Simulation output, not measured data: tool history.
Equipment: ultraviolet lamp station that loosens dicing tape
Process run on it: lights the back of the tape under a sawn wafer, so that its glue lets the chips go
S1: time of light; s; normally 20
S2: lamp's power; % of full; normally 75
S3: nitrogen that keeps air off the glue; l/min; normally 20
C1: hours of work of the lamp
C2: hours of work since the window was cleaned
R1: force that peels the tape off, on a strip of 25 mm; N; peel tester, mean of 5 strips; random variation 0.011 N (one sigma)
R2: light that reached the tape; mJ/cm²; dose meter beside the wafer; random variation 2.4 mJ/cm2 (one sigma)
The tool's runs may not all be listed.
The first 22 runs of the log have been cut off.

{"run": 23, "day": 6.808, "S1": 17, "S2": 61, "S3": 7, "C1": 252, "C2": 79, "R1": 1.731, "R2": 174}
{"run": 24, "day": 7.158, "S1": 17, "S2": 61, "S3": 7, "C1": 258, "C2": 85, "R1": 1.768, "R2": 170}
{"run": 25, "day": 7.567, "S1": 17, "S2": 73, "S3": 30, "C1": 264, "C2": 92, "R1": 0.723, "R2": 204}
{"run": 26, "day": 7.983, "S1": 20, "S2": 68, "S3": 13, "C1": 271, "C2": 99, "R1": 0.902, "R2": 223}
{"run": 27, "day": 8.396, "S1": 20, "S2": 68, "S3": 13, "C1": 278, "C2": 106, "R1": 0.908, "R2": 228}
{"run": 28, "day": 8.658, "S1": 11, "S2": 64, "S3": 11, "C1": 282, "C2": 110, "R1": 2.236, "R2": 116}
{"run": 29, "day": 8.975, "S1": 11, "S2": 64, "S3": 11, "C1": 288, "C2": 115, "R1": 2.249, "R2": 119}
{"run": 30, "day": 9.2, "S1": 22, "S2": 90, "S3": 11, "C1": 291, "C2": 119, "R1": 0.471, "R2": 320}
{"run": 31, "day": 9.492, "S1": 22, "S2": 62, "S3": 28, "C1": 296, "C2": 124, "R1": 0.644, "R2": 225}
{"run": 32, "day": 9.783, "S1": 11, "S2": 90, "S3": 20, "C1": 301, "C2": 128, "R1": 1.326, "R2": 166}
{"run": 33, "day": 10.033, "S1": 22, "S2": 82, "S3": 18, "C1": 305, "C2": 133, "R1": 0.425, "R2": 293}
{"run": 34, "day": 10.421, "S1": 22, "S2": 82, "S3": 18, "C1": 311, "C2": 139, "R1": 0.407, "R2": 292}
{"run": 35, "day": 10.804, "S1": 10, "S2": 93, "S3": 20, "C1": 318, "C2": 145, "R1": 1.415, "R2": 150}
{"run": 36, "day": 11.192, "S1": 30, "S2": 76, "S3": 27, "C1": 324, "C2": 152, "R1": 0.2, "R2": 361}
{"run": 37, "day": 11.438, "S1": 13, "S2": 81, "S3": 9, "C1": 328, "C2": 156, "R1": 1.599, "R2": 168}
{"run": 38, "day": 11.604, "S1": 18, "S2": 81, "S3": 8, "C1": 331, "C2": 158, "R1": 1.074, "R2": 236}

Predict each of these 3 candidate next runs independently; none follows another, all start after run 38:
{"run": "A", "day": 11.971, "S1": 12, "S2": 81, "S3": 12, "C1": 337, "C2": 164, "R1": "?", "R2": "?"}
{"run": "B", "day": 11.971, "S1": 21, "S2": 75, "S3": 33, "C1": 337, "C2": 164, "R1": "?", "R2": "?"}
{"run": "C", "day": 11.971, "S1": 21, "S2": 63, "S3": 31, "C1": 337, "C2": 164, "R1": "?", "R2": "?"}

run=A R1=1.599 R2=155
run=B R1=0.455 R2=256
run=C R1=0.676 R2=214
The same runs, with their run-to-run variation unchanged, on a tool lacking any hidden condition would have given:
run=A R1=1.364 R2=175
run=B R1=0.345 R2=288
run=C R1=0.526 R2=241
